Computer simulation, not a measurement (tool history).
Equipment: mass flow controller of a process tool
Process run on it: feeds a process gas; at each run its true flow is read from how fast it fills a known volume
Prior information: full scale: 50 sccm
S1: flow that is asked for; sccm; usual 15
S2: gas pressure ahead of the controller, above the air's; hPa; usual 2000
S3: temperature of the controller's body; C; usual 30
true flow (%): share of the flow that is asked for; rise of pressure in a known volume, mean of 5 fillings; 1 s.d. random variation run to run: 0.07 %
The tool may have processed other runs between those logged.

Run 1, hour 0.0: usual settings. Result: true flow (%) 97.06.
Run 2, hour 53.9: usual settings but S1 48 sccm. Result: true flow (%) 99.41.
Run 3, hour 94.0: usual settings. Result: true flow (%) 96.91.
Run 4, hour 168.1: usual settings. Result: true flow (%) 96.80.
Run 5, hour 225.7: usual settings. Result: true flow (%) 96.93.
Run 6, hour 262.4: usual settings but S2 1600 hPa. Result: true flow (%) 96.74.
Run 7, hour 322.7: usual settings but S2 1600 hPa. Result: true flow (%) 96.66.
Run 8, hour 404.7: usual settings but S2 1600 hPa. Result: true flow (%) 96.73.
Run 9, hour 448.2: usual settings but S1 18 sccm. Result: true flow (%) 97.19.
Run 10, hour 516.9: usual settings but S1 18 sccm. Result: true flow (%) 97.08.
Run 11, hour 575.0: usual settings but S1 18 sccm. Result: true flow (%) 97.04.
Run 12, hour 654.6: usual settings but S1 18 sccm. Result: true flow (%) 97.10.
Run 13, hour 690.6: usual settings but S1 18 sccm. Result: true flow (%) 97.05.
Run 14, hour 753.2: usual settings but S1 18 sccm. Result: true flow (%) 97.05.
Run 15, hour 805.5: usual settings but S1 9 sccm. Result: true flow (%) 95.54.
Run 16, hour 874.1: usual settings. Result: true flow (%) 96.52.
Run 17, hour 943.1: usual settings. Result: true flow (%) 96.50.
Run 18, hour 1024.7: usual settings. Result: true flow (%) 96.52.
Run 19, hour 1066.7: usual settings. Result: true flow (%) 96.41.
Run 20, hour 1143.7: usual settings. Result: true flow (%) 96.55.
Run 21, hour 1198.8: usual settings. Result: true flow (%) 96.58.
Run 22, hour 1273.8: usual settings but S1 16 sccm, S2 1890 hPa, S3 33 C. Result: true flow (%) 96.61.
Run 23, hour 1351.4: usual settings but S1 26 sccm, S2 2340 hPa, S3 35 C. Result: true flow (%) 97.53.

Run 24 is up next; what results do you expect?
Run 24, hour 1429.3: usual settings but S1 25 sccm, S2 1420 hPa, S3 35 C. Result: true flow (%) ?.

{"run 24": {"true flow (%)": 97.24}}
Without the tool's hidden state the same run would have given true flow (%) 97.89.
